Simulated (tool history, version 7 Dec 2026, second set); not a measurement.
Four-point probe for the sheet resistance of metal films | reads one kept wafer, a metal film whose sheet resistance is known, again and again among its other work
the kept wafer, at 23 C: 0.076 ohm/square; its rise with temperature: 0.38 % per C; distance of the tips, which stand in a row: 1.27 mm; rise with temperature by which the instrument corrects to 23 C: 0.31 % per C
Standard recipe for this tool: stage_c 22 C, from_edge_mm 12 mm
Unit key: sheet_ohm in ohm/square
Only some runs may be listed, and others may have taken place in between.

run   hour  stage_c  from_edge_mm  sheet_ohm
  1      0       22            12   0.075816
  2   16.8       22            12   0.075796
  3   41.9       22            12   0.075807
  4     56       22            27   0.075467
  5     78       22            27   0.075433
  6  101.6       22            27   0.075431
  7  121.3       23            23    0.07553
  8  151.5       22            12   0.075794
  9  177.4       25            11   0.076042
 10  203.1       25            11   0.076061
 11  216.1       25            11   0.076072
 12  234.2       23             3   0.081971

What if the next run were any one of these 5? Each begins from the tool's condition after run 12:
  A  258.6       23             5          ?
  B  258.6       33            20          ?
  C  258.6       20            29          ?
  D  258.6       21            11          ?
  E  258.6       32            26          ?

run  sheet_ohm
  A    0.07795
  B   0.076096
  C   0.075318
  D   0.075819
  E   0.075992
With the hidden condition removed and each run's random variation left untouched, the same runs would have given:
run  sheet_ohm
  A    0.07858
  B   0.076708
  C   0.075929
  D   0.076433
  E   0.076604
